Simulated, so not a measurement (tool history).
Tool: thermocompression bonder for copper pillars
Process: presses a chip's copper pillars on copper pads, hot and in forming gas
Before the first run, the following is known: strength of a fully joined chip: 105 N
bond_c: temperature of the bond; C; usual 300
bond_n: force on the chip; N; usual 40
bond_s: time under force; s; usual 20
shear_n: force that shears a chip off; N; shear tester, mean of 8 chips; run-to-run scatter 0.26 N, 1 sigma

{"run": 1, "hour": 0.0, "bond_c": 300, "bond_n": 40, "bond_s": 20, "shear_n": 41.1}
{"run": 2, "hour": 94.1, "bond_c": 300, "bond_n": 40, "bond_s": 20, "shear_n": 40.7}
{"run": 3, "hour": 135.6, "bond_c": 300, "bond_n": 40, "bond_s": 20, "shear_n": 40.6}
{"run": 4, "hour": 183.3, "bond_c": 300, "bond_n": 40, "bond_s": 20, "shear_n": 40.3}
{"run": 5, "hour": 249.3, "bond_c": 300, "bond_n": 40, "bond_s": 20, "shear_n": 39.7}
{"run": 6, "hour": 301.1, "bond_c": 300, "bond_n": 34, "bond_s": 20, "shear_n": 36.0}
{"hour": 352.9, "done": "forming gas filter changed"}
{"run": 7, "hour": 402.8, "bond_c": 300, "bond_n": 40, "bond_s": 20, "shear_n": 40.6}
{"run": 8, "hour": 454.2, "bond_c": 300, "bond_n": 40, "bond_s": 20, "shear_n": 40.3}
{"run": 9, "hour": 502.7, "bond_c": 300, "bond_n": 40, "bond_s": 20, "shear_n": 40.4}
{"run": 10, "hour": 586.3, "bond_c": 300, "bond_n": 40, "bond_s": 20, "shear_n": 39.7}
{"run": 11, "hour": 647.0, "bond_c": 300, "bond_n": 40, "bond_s": 20, "shear_n": 39.4}
{"hour": 711.4, "done": "forming gas filter changed"}
{"run": 12, "hour": 743.5, "bond_c": 300, "bond_n": 40, "bond_s": 20, "shear_n": 41.1}
{"run": 13, "hour": 832.8, "bond_c": 300, "bond_n": 40, "bond_s": 20, "shear_n": 40.2}
{"hour": 844.2, "done": "heater calibrated with a thermocouple chip"}
{"run": 14, "hour": 890.2, "bond_c": 276, "bond_n": 40, "bond_s": 20, "shear_n": 32.4}
{"run": 15, "hour": 986.8, "bond_c": 276, "bond_n": 27, "bond_s": 20, "shear_n": 25.7}
{"run": 16, "hour": 1039.9, "bond_c": 300, "bond_n": 40, "bond_s": 21, "shear_n": 41.8}
{"hour": 1068.0, "done": "forming gas filter changed"}
{"run": 17, "hour": 1103.1, "bond_c": 300, "bond_n": 40, "bond_s": 20, "shear_n": 42.6}
{"run": 18, "hour": 1182.0, "bond_c": 300, "bond_n": 40, "bond_s": 20, "shear_n": 42.1}
{"run": 19, "hour": 1247.3, "bond_c": 300, "bond_n": 40, "bond_s": 20, "shear_n": 41.8}
{"run": 20, "hour": 1331.5, "bond_c": 294, "bond_n": 40, "bond_s": 20, "shear_n": 38.8}
{"hour": 1425.1, "done": "forming gas filter changed"}
{"run": 21, "hour": 1425.4, "bond_c": 294, "bond_n": 40, "bond_s": 20, "shear_n": 40.2}
{"run": 22, "hour": 1475.3, "bond_c": 294, "bond_n": 40, "bond_s": 20, "shear_n": 39.4}
{"run": 23, "hour": 1571.7, "bond_c": 294, "bond_n": 40, "bond_s": 20, "shear_n": 39.5}
{"run": 24, "hour": 1626.0, "bond_c": 294, "bond_n": 40, "bond_s": 20, "shear_n": 39.0}
{"run": 25, "hour": 1709.9, "bond_c": 294, "bond_n": 40, "bond_s": 20, "shear_n": 38.9}
{"run": 26, "hour": 1758.6, "bond_c": 311, "bond_n": 52, "bond_s": 12, "shear_n": 42.2}
{"hour": 1779.3, "done": "forming gas filter changed"}
{"run": 27, "hour": 1810.7, "bond_c": 318, "bond_n": 31, "bond_s": 24, "shear_n": 46.5}
{"run": 28, "hour": 1891.6, "bond_c": 301, "bond_n": 43, "bond_s": 29, "shear_n": 49.9}
{"run": 29, "hour": 1953.9, "bond_c": 300, "bond_n": 32, "bond_s": 20, "shear_n": 37.2}
{"run": 30, "hour": 2044.9, "bond_c": 300, "bond_n": 32, "bond_s": 20, "shear_n": 36.2}
{"run": 31, "hour": 2125.0, "bond_c": 313, "bond_n": 29, "bond_s": 20, "shear_n": 39.0}
{"hour": 2132.2, "done": "forming gas filter changed"}
{"run": 32, "hour": 2195.7, "bond_c": 313, "bond_n": 29, "bond_s": 20, "shear_n": 40.0}
{"run": 33, "hour": 2245.8, "bond_c": 313, "bond_n": 29, "bond_s": 20, "shear_n": 40.0}
{"run": 34, "hour": 2303.4, "bond_c": 313, "bond_n": 29, "bond_s": 20, "shear_n": 39.8}
{"run": 35, "hour": 2353.2, "bond_c": 311, "bond_n": 43, "bond_s": 23, "shear_n": 48.8}
{"run": 36, "hour": 2449.3, "bond_c": 311, "bond_n": 43, "bond_s": 23, "shear_n": 48.4}
{"hour": 2486.8, "done": "forming gas filter changed"}
{"run": 37, "hour": 2506.2, "bond_c": 318, "bond_n": 43, "bond_s": 26, "shear_n": 55.1}
{"run": 38, "hour": 2567.6, "bond_c": 310, "bond_n": 27, "bond_s": 26, "shear_n": 42.0}
{"run": 39, "hour": 2662.4, "bond_c": 310, "bond_n": 27, "bond_s": 26, "shear_n": 40.7}

Each row is a separate what-if for the run after 39, all from the same tool condition, not one after another. Results?
{"run": "A", "hour": 2755.8, "bond_c": 315, "bond_n": 36, "bond_s": 37, "shear_n": "?"}
{"run": "B", "hour": 2755.8, "bond_c": 328, "bond_n": 58, "bond_s": 20, "shear_n": "?"}
{"run": "C", "hour": 2755.8, "bond_c": 300, "bond_n": 26, "bond_s": 20, "shear_n": "?"}
{"run": "D", "hour": 2755.8, "bond_c": 300, "bond_n": 48, "bond_s": 11, "shear_n": "?"}

run=A shear_n=54.6
run=B shear_n=59.6
run=C shear_n=32.5
run=D shear_n=35.0
What these runs would have given with no unlogged condition in the tool:
run=A shear_n=57.0
run=B shear_n=62.2
run=C shear_n=34.1
run=D shear_n=36.7

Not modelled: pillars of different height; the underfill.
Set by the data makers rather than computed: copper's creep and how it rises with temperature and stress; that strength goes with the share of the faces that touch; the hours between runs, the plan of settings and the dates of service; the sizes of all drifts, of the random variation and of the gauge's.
